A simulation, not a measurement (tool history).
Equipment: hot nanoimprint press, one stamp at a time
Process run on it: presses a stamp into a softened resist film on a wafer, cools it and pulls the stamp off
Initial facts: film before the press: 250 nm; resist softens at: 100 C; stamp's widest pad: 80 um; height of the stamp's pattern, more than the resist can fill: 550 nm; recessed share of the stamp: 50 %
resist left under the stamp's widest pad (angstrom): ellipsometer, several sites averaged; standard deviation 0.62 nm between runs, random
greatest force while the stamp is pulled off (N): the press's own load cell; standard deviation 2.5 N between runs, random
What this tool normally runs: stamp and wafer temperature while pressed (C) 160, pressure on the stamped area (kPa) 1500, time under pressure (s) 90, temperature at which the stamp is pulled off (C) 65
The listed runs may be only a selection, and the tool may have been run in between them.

| run | hour | stamp and wafer temperature while pressed (C) | pressure on the stamped area (kPa) | time under pressure (s) | temperature at which the stamp is pulled off (C) | resist left under the stamp's widest pad (angstrom) | greatest force while the stamp is pulled off (N) |
|---|---|---|---|---|---|---|---|
| 1 | 0 | 160 | 1500 | 90 | 65 | 1288 | 119 |
| 2 | 48 | 160 | 1500 | 90 | 65 | 1290 | 115 |
| 3 | 81.4 | 160 | 1500 | 90 | 65 | 1293 | 117 |
| 4 | 137.1 | 160 | 1500 | 90 | 65 | 1286 | 113 |
| 5 | 209.5 | 160 | 1500 | 90 | 65 | 1271 | 111 |
| 6 | 276.9 | 160 | 1500 | 90 | 65 | 1276 | 114 |
| 7 | 325.1 | 160 | 1500 | 90 | 65 | 1276 | 110 |
| 8 | 382.2 | 155 | 1500 | 90 | 65 | 1613 | 115 |
| 9 | 454.2 | 155 | 1500 | 90 | 65 | 1616 | 112 |
|  | 488.5 | press's hydraulic seals changed and the load cell set to zero |
|  | 506.7 | stamp cleaned and given a new release coat |
| 10 | 539.3 | 155 | 1500 | 90 | 65 | 1606 | 114 |
| 11 | 579.4 | 160 | 1500 | 66 | 65 | 1402 | 116 |
|  | 614.4 | plate thermocouple calibrated |
| 12 | 626.1 | 160 | 1500 | 66 | 65 | 1395 | 111 |
| 13 | 662.8 | 160 | 1500 | 66 | 65 | 1402 | 113 |
| 14 | 697.9 | 160 | 1500 | 66 | 65 | 1396 | 117 |
|  | 767.6 | gauge calibrated |
| 15 | 771.1 | 160 | 1500 | 90 | 65 | 1291 | 117 |
| 16 | 804.8 | 160 | 1660 | 159 | 70 | 1001 | 99 |
| 17 | 874.3 | 160 | 1660 | 159 | 70 | 998 | 99 |
| 18 | 931.3 | 160 | 1870 | 77 | 65 | 1235 | 111 |
| 19 | 976.9 | 160 | 1500 | 90 | 70 | 1276 | 101 |
| 20 | 1009.9 | 160 | 1500 | 69 | 70 | 1404 | 98 |
| 21 | 1079.9 | 169 | 910 | 51 | 65 | 1245 | 114 |
| 22 | 1117.6 | 156 | 1500 | 90 | 65 | 1556 | 115 |
| 23 | 1187.8 | 163 | 1500 | 76 | 69 | 1161 | 105 |
|  | 1217.2 | plate thermocouple calibrated |
| 24 | 1245.7 | 163 | 1500 | 76 | 69 | 1153 | 99 |
|  | 1305.8 | press's hydraulic seals changed and the load cell set to zero |
| 25 | 1316.8 | 156 | 980 | 76 | 64 | 1849 | 118 |
|  | 1335.1 | stamp cleaned and given a new release coat |
| 26 | 1389.1 | 156 | 980 | 76 | 64 | 1841 | 119 |
| 27 | 1430.2 | 169 | 1720 | 175 | 54 | 555 | 144 |
| 28 | 1479.5 | 164 | 1500 | 90 | 65 | 1029 | 112 |
| 29 | 1557.1 | 154 | 1500 | 90 | 51 | 1684 | 154 |

Measured result minus the same run's result without the hidden state. Both carry the same run-to-run variation, though not necessarily the same gauge scatter:
Unlogged tool condition in this case: true temperature over the reading, C; pressure that arrives at the usual setting, %; grip of the stamp's worn release coat, % over a new coat's; drift of the gauge itself on residual_nm, %; drift of the gauge itself on pull_off_n, %.
| run | resist left under the stamp's widest pad (angstrom) |
|---|---|
| 1 | +0 |
| 2 | -2 |
| 3 | -4 |
| 4 | -6 |
| 5 | -9 |
| 6 | -13 |
| 7 | -15 |
| 8 | -22 |
| 9 | -27 |
| 10 | -31 |
| 11 | -30 |
| 12 | -32 |
| 13 | -34 |
| 14 | -36 |
| 15 | +0 |
| 16 | -1 |
| 17 | -4 |
| 18 | -7 |
| 19 | -9 |
| 20 | -12 |
| 21 | -14 |
| 22 | -20 |
| 23 | -18 |
| 24 | -21 |
| 25 | -37 |
| 26 | -41 |
| 27 | -13 |
| 28 | -26 |
| 29 | -49 |
greatest force while the stamp is pulled off (N) without the hidden state stays within 1 of what was measured, in all runs.
